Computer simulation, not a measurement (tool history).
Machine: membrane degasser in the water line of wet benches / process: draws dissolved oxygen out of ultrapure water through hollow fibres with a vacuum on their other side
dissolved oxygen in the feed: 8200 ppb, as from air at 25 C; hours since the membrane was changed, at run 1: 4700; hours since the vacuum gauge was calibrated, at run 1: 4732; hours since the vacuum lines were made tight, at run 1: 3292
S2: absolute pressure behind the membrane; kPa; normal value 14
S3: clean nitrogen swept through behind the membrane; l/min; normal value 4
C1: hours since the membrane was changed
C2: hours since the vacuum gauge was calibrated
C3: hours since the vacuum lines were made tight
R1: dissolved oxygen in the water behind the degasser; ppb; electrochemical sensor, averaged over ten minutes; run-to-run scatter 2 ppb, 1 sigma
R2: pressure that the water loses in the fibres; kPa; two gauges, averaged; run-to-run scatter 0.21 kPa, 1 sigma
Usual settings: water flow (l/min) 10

Run 1, hour 0: usual settings; C1 4700; C2 4732; C3 3292. Result: R1 218.3 ppb, R2 49.88 kPa.
Run 2, hour 57.2: usual settings; C1 4757; C2 4789; C3 3349. Result: R1 220 ppb, R2 49.79 kPa.
Run 3, hour 181.9: usual settings; C1 4882; C2 4914; C3 3474. Result: R1 217.7 ppb, R2 50.31 kPa.
Run 4, hour 312.9: usual settings; C1 5013; C2 5045; C3 3605. Result: R1 222.7 ppb, R2 50.51 kPa.
Run 5, hour 423.6: usual settings; C1 5123; C2 5156; C3 3715. Result: R1 223.8 ppb, R2 50.06 kPa.
Run 6, hour 545.4: usual settings but S2 32.3 kPa; C1 5245; C2 5278; C3 3837. Result: R1 332.4 ppb, R2 50.32 kPa.
Run 7, hour 642.6: usual settings but water flow (l/min) 6; C1 5342; C2 5375; C3 3934. Result: R1 61.8 ppb, R2 30.09 kPa.
Run 8, hour 758.1: usual settings; C1 5458; C2 5490; C3 4050. Result: R1 219.8 ppb, R2 50.43 kPa.
Run 9, hour 841: usual settings but S2 13.4 kPa; C1 5541; C2 5573; C3 4133. Result: R1 220.7 ppb, R2 50.25 kPa.
Run 10, hour 934.5: usual settings but S2 13.4 kPa; C1 5634; C2 5667; C3 4226. Result: R1 220.8 ppb, R2 50.17 kPa.
Run 11, hour 1052.1: usual settings but water flow (l/min) 14, S2 24.5 kPa, S3 5.72 l/min; C1 5752; C2 5784; C3 4344. Result: R1 526.9 ppb, R2 70.91 kPa.
Run 12, hour 1114.3: usual settings but water flow (l/min) 14, S2 24.5 kPa, S3 5.72 l/min; C1 5814; C2 5846; C3 4406. Result: R1 531.7 ppb, R2 70.61 kPa.
Run 13, hour 1238.2: usual settings but water flow (l/min) 6, S3 5.69 l/min; C1 5938; C2 5970; C3 4530. Result: R1 49.8 ppb, R2 30.16 kPa.
Run 14, hour 1331: usual settings but water flow (l/min) 14, S2 25.6 kPa, S3 10.97 l/min; C1 6031; C2 6063; C3 4623. Result: R1 485.8 ppb, R2 70.45 kPa.
Run 15, hour 1432.1: usual settings but water flow (l/min) 14, S2 25.6 kPa, S3 10.97 l/min; C1 6132; C2 6164; C3 4724. Result: R1 484 ppb, R2 70.63 kPa.
Run 16, hour 1518.6: usual settings but S2 25.4 kPa, S3 11.62 l/min; C1 6218; C2 6251; C3 4810. Result: R1 203.9 ppb, R2 50.79 kPa.

What does the tool deliver on the next run?
Run 17, hour 1625.3: usual settings but S2 25.4 kPa, S3 11.62 l/min; C1 6325; C2 6357; C3 4917. Result: R1 ?, R2 ?.

R1: 204.5 ppb
R2: 50.8 kPa
With no hidden state in the tool, this same run would have given R1 175.1 ppb, R2 48.36 kPa.

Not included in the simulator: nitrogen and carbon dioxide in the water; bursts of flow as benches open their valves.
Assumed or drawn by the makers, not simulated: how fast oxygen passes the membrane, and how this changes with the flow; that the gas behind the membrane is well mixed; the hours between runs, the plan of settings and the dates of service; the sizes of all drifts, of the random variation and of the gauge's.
